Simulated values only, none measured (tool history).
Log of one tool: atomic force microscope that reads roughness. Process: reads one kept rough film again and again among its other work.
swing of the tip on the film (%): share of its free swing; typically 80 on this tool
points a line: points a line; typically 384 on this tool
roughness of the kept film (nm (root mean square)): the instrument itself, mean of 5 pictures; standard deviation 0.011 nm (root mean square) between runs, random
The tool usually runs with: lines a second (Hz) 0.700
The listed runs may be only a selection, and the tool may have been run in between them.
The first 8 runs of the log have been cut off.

| run | hour | lines a second (Hz) | swing of the tip on the film (%) | points a line | roughness of the kept film (nm (root mean square)) |
|---|---|---|---|---|---|
| 9 | 334.4 | 1.494 | 80 | 384 | 2.200 |
|  | 366.8 | new tip fitted |
| 10 | 384.8 | 1.494 | 80 | 384 | 2.275 |
| 11 | 442.2 | 0.700 | 80 | 384 | 2.440 |
| 12 | 484.6 | 0.700 | 80 | 384 | 2.421 |
| 13 | 517.0 | 0.700 | 80 | 384 | 2.416 |
| 14 | 547.4 | 0.700 | 80 | 384 | 2.420 |
| 15 | 579.2 | 0.700 | 80 | 384 | 2.422 |
| 16 | 644.3 | 0.700 | 80 | 384 | 2.382 |
|  | 697.3 | new tip fitted |
| 17 | 703.5 | 3.123 | 80 | 424 | 1.942 |
| 18 | 731.4 | 0.700 | 58 | 384 | 2.578 |
| 19 | 776.1 | 1.331 | 60 | 308 | 2.494 |
| 20 | 809.9 | 0.700 | 78 | 384 | 2.441 |
| 21 | 840.7 | 2.360 | 62 | 490 | 2.398 |
| 22 | 879.5 | 0.621 | 80 | 682 | 2.445 |
| 23 | 923.7 | 0.823 | 81 | 385 | 2.376 |
| 24 | 987.0 | 0.677 | 80 | 384 | 2.395 |
| 25 | 1020.3 | 1.578 | 80 | 654 | 2.179 |
|  | 1030.5 | new tip fitted |
| 26 | 1066.0 | 1.334 | 80 | 384 | 2.271 |
| 27 | 1099.5 | 1.334 | 80 | 384 | 2.286 |
| 28 | 1150.5 | 0.700 | 68 | 805 | 2.510 |
| 29 | 1181.1 | 0.700 | 80 | 971 | 2.418 |
| 30 | 1239.0 | 0.700 | 80 | 971 | 2.421 |
| 31 | 1303.4 | 0.700 | 80 | 971 | 2.392 |
| 32 | 1332.6 | 0.700 | 80 | 971 | 2.372 |

5 ways to go on from here, each from the tool as it stands after run 32. What would each give?
|  | 1359.4 | new tip fitted |
| A | 1376.0 | 0.873 | 80 | 971 | ? |
|  | 1359.4 | new tip fitted |
| B | 1376.0 | 3.803 | 77 | 971 | ? |
|  | 1359.4 | new tip fitted |
| C | 1376.0 | 1.879 | 80 | 568 | ? |
|  | 1359.4 | new tip fitted |
| D | 1376.0 | 1.702 | 80 | 969 | ? |
|  | 1359.4 | new tip fitted |
| E | 1376.0 | 0.787 | 79 | 971 | ? |

| run | roughness of the kept film (nm (root mean square)) |
|---|---|
| A | 2.389 |
| B | 1.911 |
| C | 2.169 |
| D | 2.227 |
| E | 2.425 |
Take away the tool's hidden state, keep each run's random variation, and the runs would have read:
| run | roughness of the kept film (nm (root mean square)) |
|---|---|
| A | 2.420 |
| B | 1.936 |
| C | 2.197 |
| D | 2.255 |
| E | 2.456 |
